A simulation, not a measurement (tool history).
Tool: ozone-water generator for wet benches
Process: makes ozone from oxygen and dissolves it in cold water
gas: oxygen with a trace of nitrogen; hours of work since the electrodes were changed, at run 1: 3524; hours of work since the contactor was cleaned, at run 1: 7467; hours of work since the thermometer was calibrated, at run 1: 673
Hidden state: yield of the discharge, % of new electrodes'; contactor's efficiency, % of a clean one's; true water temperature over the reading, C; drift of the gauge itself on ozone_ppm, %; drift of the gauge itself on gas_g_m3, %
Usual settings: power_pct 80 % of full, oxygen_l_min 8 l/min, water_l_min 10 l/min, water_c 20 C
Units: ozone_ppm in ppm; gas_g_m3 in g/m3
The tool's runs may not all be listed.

| run | hour | power_pct | oxygen_l_min | water_l_min | water_c | hours of work since the electrodes were changed | hours of work since the contactor was cleaned | hours of work since the thermometer was calibrated | ozone_ppm | gas_g_m3 |
|---|---|---|---|---|---|---|---|---|---|---|
| 1 | 0 | 80 | 8 | 10 | 20 | 3524 | 7467 | 673 | 33.9 | 227 |
| 2 | 69.5 | 80 | 11.37 | 10 | 20 | 3591 | 7533 | 740 | 30.5 | 186.4 |
| 3 | 126.4 | 80 | 11.37 | 10 | 20 | 3645 | 7588 | 795 | 30.2 | 185.9 |
| 4 | 211.9 | 80 | 8 | 10 | 20 | 3727 | 7670 | 876 | 33.7 | 223.7 |
| 5 | 275.5 | 80 | 8 | 10 | 20 | 3788 | 7731 | 937 | 33.5 | 226 |
| 6 | 333.3 | 80 | 8 | 10 | 20 | 3844 | 7786 | 993 | 34.1 | 225.8 |
| 7 | 438.6 | 80 | 8 | 10 | 23 | 3945 | 7887 | 1094 | 31.2 | 227.7 |
| 8 | 527.5 | 80 | 8 | 10 | 23 | 4030 | 7972 | 1179 | 31.1 | 226.8 |
| 9 | 577.3 | 80 | 8 | 10 | 23 | 4077 | 8020 | 1227 | 31.3 | 226.9 |
| 10 | 648.8 | 85 | 6.1 | 7 | 20 | 4146 | 8089 | 1295 | 44.8 | 276.3 |
| 11 | 697.5 | 63 | 12.23 | 10 | 24 | 4193 | 8135 | 1342 | 22.3 | 149.4 |
| 12 | 785.3 | 95 | 12.23 | 10 | 25 | 4277 | 8219 | 1426 | 28.3 | 196.8 |
| 13 | 858.5 | 95 | 4.95 | 7 | 17 | 4347 | 8290 | 1496 | 54.3 | 331.6 |
| 14 | 951.8 | 80 | 11.45 | 6 | 26 | 4436 | 8379 | 1586 | 29.7 | 183.4 |
|  | 963.9 | contactor cleaned |
| 15 | 1068.1 | 56 | 4.89 | 6 | 16 | 4544 | 100 | 1693 | 44.4 | 232.1 |

5 ways to go on from here, each from the tool as it stands after run 15. What would each give?
| A | 1123.4 | 56 | 6.08 | 6 | 21 | 4597 | 153 | 1746 | ? | ? |
| B | 1123.4 | 80 | 8 | 10 | 14 | 4597 | 153 | 1746 | ? | ? |
| C | 1123.4 | 56 | 5.21 | 7 | 14 | 4597 | 153 | 1746 | ? | ? |
| D | 1123.4 | 56 | 5.52 | 14 | 17 | 4597 | 153 | 1746 | ? | ? |
| E | 1123.4 | 43 | 6.13 | 6 | 25 | 4597 | 153 | 1746 | ? | ? |

| run | ozone_ppm | gas_g_m3 |
|---|---|---|
| A | 37 | 205.1 |
| B | 40.5 | 223.7 |
| C | 42.3 | 224.5 |
| D | 26.8 | 216.4 |
| E | 27.8 | 171.8 |
Without the tool's hidden state the same runs would have given:
| run | ozone_ppm | gas_g_m3 |
|---|---|---|
| A | 39 | 213.6 |
| B | 43.1 | 235.7 |
| C | 44.5 | 233.8 |
| D | 28.2 | 225.4 |
| E | 29 | 177.3 |

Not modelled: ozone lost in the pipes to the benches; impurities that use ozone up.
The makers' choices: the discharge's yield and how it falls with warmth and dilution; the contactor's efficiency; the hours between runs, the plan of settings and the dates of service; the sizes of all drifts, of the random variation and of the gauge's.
